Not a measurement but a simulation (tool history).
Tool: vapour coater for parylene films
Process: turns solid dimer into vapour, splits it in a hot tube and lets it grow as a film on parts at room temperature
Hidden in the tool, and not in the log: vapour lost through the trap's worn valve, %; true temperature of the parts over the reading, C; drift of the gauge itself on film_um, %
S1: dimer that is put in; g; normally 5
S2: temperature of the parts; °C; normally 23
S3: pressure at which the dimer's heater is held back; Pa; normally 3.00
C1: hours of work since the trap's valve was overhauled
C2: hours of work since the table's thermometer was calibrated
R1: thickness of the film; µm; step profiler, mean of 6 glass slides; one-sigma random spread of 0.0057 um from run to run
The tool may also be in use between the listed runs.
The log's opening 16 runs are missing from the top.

{"run": 17, "hour": 399.3, "S1": 5, "S2": 23, "S3": 3.0, "C1": 113, "C2": 328, "R1": 1.902}
{"run": 18, "hour": 414.3, "S1": 5, "S2": 24, "S3": 3.0, "C1": 123, "C2": 338, "R1": 1.847}
{"run": 19, "hour": 436.0, "S1": 5, "S2": 24, "S3": 3.0, "C1": 138, "C2": 353, "R1": 1.846}
{"run": 20, "hour": 452.7, "S1": 5, "S2": 24, "S3": 3.0, "C1": 150, "C2": 365, "R1": 1.841}
{"run": 21, "hour": 466.8, "S1": 5, "S2": 25, "S3": 8.9, "C1": 160, "C2": 374, "R1": 1.414}
{"run": 22, "hour": 492.4, "S1": 4, "S2": 23, "S3": 2.81, "C1": 177, "C2": 392, "R1": 1.543}
{"run": 23, "hour": 526.1, "S1": 5, "S2": 19, "S3": 4.29, "C1": 201, "C2": 415, "R1": 2.047}
{"run": 24, "hour": 547.6, "S1": 5, "S2": 19, "S3": 4.29, "C1": 216, "C2": 430, "R1": 2.033}
{"run": 25, "hour": 564.3, "S1": 4, "S2": 22, "S3": 3.0, "C1": 227, "C2": 442, "R1": 1.559}
{"run": 26, "hour": 580.4, "S1": 3, "S2": 32, "S3": 9.68, "C1": 238, "C2": 453, "R1": 0.636}
{"run": 27, "hour": 598.6, "S1": 9, "S2": 26, "S3": 3.0, "C1": 251, "C2": 465, "R1": 2.997}
{"run": 28, "hour": 620.9, "S1": 9, "S2": 26, "S3": 3.0, "C1": 266, "C2": 481, "R1": 3.005}
{"run": 29, "hour": 654.8, "S1": 7, "S2": 23, "S3": 3.0, "C1": 290, "C2": 504, "R1": 2.62}
{"run": 30, "hour": 678.0, "S1": 7, "S2": 23, "S3": 3.0, "C1": 306, "C2": 520, "R1": 2.602}
{"run": 31, "hour": 698.6, "S1": 3, "S2": 21, "S3": 8.41, "C1": 320, "C2": 535, "R1": 0.971}
{"run": 32, "hour": 716.9, "S1": 5, "S2": 20, "S3": 2.41, "C1": 333, "C2": 547, "R1": 2.168}
{"run": 33, "hour": 750.9, "S1": 5, "S2": 23, "S3": 3.0, "C1": 356, "C2": 571, "R1": 1.841}
{"hour": 780.6, "done": "trap's valve overhauled"}
{"run": 34, "hour": 787.1, "S1": 9, "S2": 17, "S3": 2.53, "C1": 4, "C2": 593, "R1": 4.612}
{"run": 35, "hour": 808.7, "S1": 5, "S2": 20, "S3": 9.26, "C1": 19, "C2": 608, "R1": 1.741}
{"run": 36, "hour": 840.3, "S1": 3, "S2": 16, "S3": 3.09, "C1": 41, "C2": 630, "R1": 1.528}
{"run": 37, "hour": 862.0, "S1": 3, "S2": 16, "S3": 3.09, "C1": 56, "C2": 645, "R1": 1.524}
{"run": 38, "hour": 893.5, "S1": 5, "S2": 23, "S3": 5.99, "C1": 78, "C2": 667, "R1": 1.695}

Consider 3 possible next runs. They are alternatives, not a sequence: every one starts from the tool as it was left by run 38. What does each give?
{"run": "A", "hour": 922.8, "S1": 8, "S2": 23, "S3": 3.0, "C1": 98, "C2": 687, "R1": "?"}
{"run": "B", "hour": 922.8, "S1": 2, "S2": 23, "S3": 7.47, "C1": 98, "C2": 687, "R1": "?"}
{"run": "C", "hour": 922.8, "S1": 2, "S2": 27, "S3": 5.99, "C1": 98, "C2": 687, "R1": "?"}

run=A R1=3.105
run=B R1=0.640
run=C R1=0.569
Stripped of hidden state, with their random variation kept, the same runs would have yielded:
run=A R1=3.098
run=B R1=0.639
run=C R1=0.567
